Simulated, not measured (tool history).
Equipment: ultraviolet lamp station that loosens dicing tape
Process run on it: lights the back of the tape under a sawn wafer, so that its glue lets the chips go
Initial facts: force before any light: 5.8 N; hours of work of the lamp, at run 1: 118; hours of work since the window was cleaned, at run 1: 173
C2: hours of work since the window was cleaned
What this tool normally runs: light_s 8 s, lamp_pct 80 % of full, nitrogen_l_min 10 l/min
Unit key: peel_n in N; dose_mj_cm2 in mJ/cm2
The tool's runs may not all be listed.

Run 1, day 0: usual settings; hours of work of the lamp 118; C2 173. Result: peel_n 0.658 N, dose_mj_cm2 256 mJ/cm2.
Run 2, day 0.508: usual settings but lamp_pct 61 % of full; hours of work of the lamp 124; C2 179. Result: peel_n 1.01 N, dose_mj_cm2 198 mJ/cm2.
Run 3, day 0.954: usual settings but lamp_pct 61 % of full; hours of work of the lamp 129; C2 184. Result: peel_n 1.059 N, dose_mj_cm2 190 mJ/cm2.
Run 4, day 1.283: usual settings but lamp_pct 61 % of full; hours of work of the lamp 132; C2 188. Result: peel_n 1.087 N, dose_mj_cm2 199 mJ/cm2.
Run 5, day 1.721: usual settings but lamp_pct 61 % of full; hours of work of the lamp 137; C2 192. Result: peel_n 1.041 N, dose_mj_cm2 195 mJ/cm2.
Run 6, day 2.25: usual settings; hours of work of the lamp 143; C2 198. Result: peel_n 0.642 N, dose_mj_cm2 250 mJ/cm2.
Run 7, day 2.775: usual settings; hours of work of the lamp 149; C2 204. Result: peel_n 0.669 N, dose_mj_cm2 251 mJ/cm2.
Run 8, day 3.321: usual settings; hours of work of the lamp 155; C2 210. Result: peel_n 0.67 N, dose_mj_cm2 253 mJ/cm2.
Run 9, day 3.892: usual settings; hours of work of the lamp 161; C2 216. Result: peel_n 0.649 N, dose_mj_cm2 245 mJ/cm2.
Run 10, day 4.408: usual settings; hours of work of the lamp 167; C2 222. Result: peel_n 0.684 N, dose_mj_cm2 246 mJ/cm2.
Run 11, day 5.104: usual settings; hours of work of the lamp 174; C2 230. Result: peel_n 0.697 N, dose_mj_cm2 251 mJ/cm2.
Run 12, day 5.542: usual settings; hours of work of the lamp 179; C2 235. Result: peel_n 0.685 N, dose_mj_cm2 245 mJ/cm2.
Run 13, day 6: usual settings; hours of work of the lamp 184; C2 240. Result: peel_n 0.7 N, dose_mj_cm2 247 mJ/cm2.
At day 6.058: window cleaned of glue's vapour.
Run 14, day 6.604: usual settings; hours of work of the lamp 191; C2 6. Result: peel_n 0.817 N, dose_mj_cm2 225 mJ/cm2.
Run 15, day 7.196: usual settings; hours of work of the lamp 197; C2 13. Result: peel_n 0.797 N, dose_mj_cm2 227 mJ/cm2.
Run 16, day 7.792: usual settings but nitrogen_l_min 7 l/min; hours of work of the lamp 204; C2 19. Result: peel_n 0.977 N, dose_mj_cm2 226 mJ/cm2.
Run 17, day 8.221: usual settings but nitrogen_l_min 7 l/min; hours of work of the lamp 209; C2 24. Result: peel_n 1.027 N, dose_mj_cm2 224 mJ/cm2.
Run 18, day 8.688: usual settings but nitrogen_l_min 7 l/min; hours of work of the lamp 214; C2 29. Result: peel_n 1.065 N, dose_mj_cm2 221 mJ/cm2.
Run 19, day 9.125: usual settings but nitrogen_l_min 7 l/min; hours of work of the lamp 219; C2 34. Result: peel_n 1.059 N, dose_mj_cm2 223 mJ/cm2.
Run 20, day 9.871: usual settings but nitrogen_l_min 7 l/min; hours of work of the lamp 227; C2 42. Result: peel_n 1.012 N, dose_mj_cm2 220 mJ/cm2.

What does the tool deliver on the next run?
At day 10.383: window cleaned of glue's vapour, once more.
Run 21, day 10.546: usual settings but light_s 15 s, nitrogen_l_min 5 l/min; hours of work of the lamp 234; C2 2. Result: peel_n ?, dose_mj_cm2 ?.

{"run 21": {"peel_n": 0.304, "dose_mj_cm2": 504}}
Take away the tool's hidden state, keep the run-to-run variation as it was, and the same run would have given peel_n 0.268 N, dose_mj_cm2 544 mJ/cm2.
